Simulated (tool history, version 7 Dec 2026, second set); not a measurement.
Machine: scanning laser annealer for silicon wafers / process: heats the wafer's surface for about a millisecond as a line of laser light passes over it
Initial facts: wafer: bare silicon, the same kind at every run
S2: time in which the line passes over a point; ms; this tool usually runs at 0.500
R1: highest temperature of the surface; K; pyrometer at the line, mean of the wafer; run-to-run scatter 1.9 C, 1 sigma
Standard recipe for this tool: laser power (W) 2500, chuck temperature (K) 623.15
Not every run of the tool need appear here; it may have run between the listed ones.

run 1 hour=0.0 | laser_power_(W)=2500 S2=0.500 chuck_temperature_(K)=623.15 | R1=1340.15
run 2 hour=7.7 | laser_power_(W)=2500 S2=0.500 chuck_temperature_(K)=624.15 | R1=1337.15
run 3 hour=23.6 | laser_power_(W)=2500 S2=0.500 chuck_temperature_(K)=623.15 | R1=1336.15
run 4 hour=39.7 | laser_power_(W)=2500 S2=0.500 chuck_temperature_(K)=623.15 | R1=1336.15
run 5 hour=46.4 | laser_power_(W)=2500 S2=0.500 chuck_temperature_(K)=623.15 | R1=1340.15
run 6 hour=59.5 | laser_power_(W)=2500 S2=0.500 chuck_temperature_(K)=623.15 | R1=1336.15
run 7 hour=71.7 | laser_power_(W)=2500 S2=0.500 chuck_temperature_(K)=595.15 | R1=1305.15
run 8 hour=87.5 | laser_power_(W)=2500 S2=0.500 chuck_temperature_(K)=612.15 | R1=1326.15
-- hour=93.9 optics aligned, line set to its width
run 9 hour=105.0 | laser_power_(W)=2500 S2=0.500 chuck_temperature_(K)=612.15 | R1=1323.15
run 10 hour=119.9 | laser_power_(W)=2500 S2=0.500 chuck_temperature_(K)=623.15 | R1=1333.15
run 11 hour=128.1 | laser_power_(W)=2399 S2=0.500 chuck_temperature_(K)=623.15 | R1=1298.15
run 12 hour=135.1 | laser_power_(W)=2500 S2=0.431 chuck_temperature_(K)=623.15 | R1=1278.15
run 13 hour=142.7 | laser_power_(W)=2556 S2=0.500 chuck_temperature_(K)=623.15 | R1=1351.15
run 14 hour=150.3 | laser_power_(W)=2500 S2=0.389 chuck_temperature_(K)=613.15 | R1=1233.15
run 15 hour=164.3 | laser_power_(W)=2177 S2=0.389 chuck_temperature_(K)=624.15 | R1=1152.15
run 16 hour=176.7 | laser_power_(W)=2673 S2=0.457 chuck_temperature_(K)=624.15 | R1=1355.15
run 17 hour=184.4 | laser_power_(W)=2283 S2=0.500 chuck_temperature_(K)=638.15 | R1=1270.15
-- hour=192.9 optics aligned, line set to its width, once more
run 18 hour=200.0 | laser_power_(W)=2291 S2=0.500 chuck_temperature_(K)=591.15 | R1=1238.15
run 19 hour=214.8 | laser_power_(W)=2365 S2=0.446 chuck_temperature_(K)=653.15 | R1=1286.15
run 20 hour=223.4 | laser_power_(W)=2365 S2=0.446 chuck_temperature_(K)=653.15 | R1=1290.15
run 21 hour=232.3 | laser_power_(W)=2714 S2=0.538 chuck_temperature_(K)=599.15 | R1=1423.15
run 22 hour=239.6 | laser_power_(W)=2477 S2=0.350 chuck_temperature_(K)=615.15 | R1=1205.15
run 23 hour=249.2 | laser_power_(W)=2477 S2=0.350 chuck_temperature_(K)=615.15 | R1=1206.15

Forecast each of these 3 alternatives for the next run:
run A hour=257.3 | laser_power_(W)=2267 S2=0.608 chuck_temperature_(K)=599.15 | R1=?
run B hour=257.3 | laser_power_(W)=2707 S2=0.500 chuck_temperature_(K)=623.15 | R1=?
run C hour=257.3 | laser_power_(W)=2412 S2=0.500 chuck_temperature_(K)=613.15 | R1=?

run=A R1=1308.15
run=B R1=1408.15
run=C R1=1302.15
Without the tool's unlogged condition, the same runs would have read:
run=A R1=1325.15
run=B R1=1427.15
run=C R1=1319.15
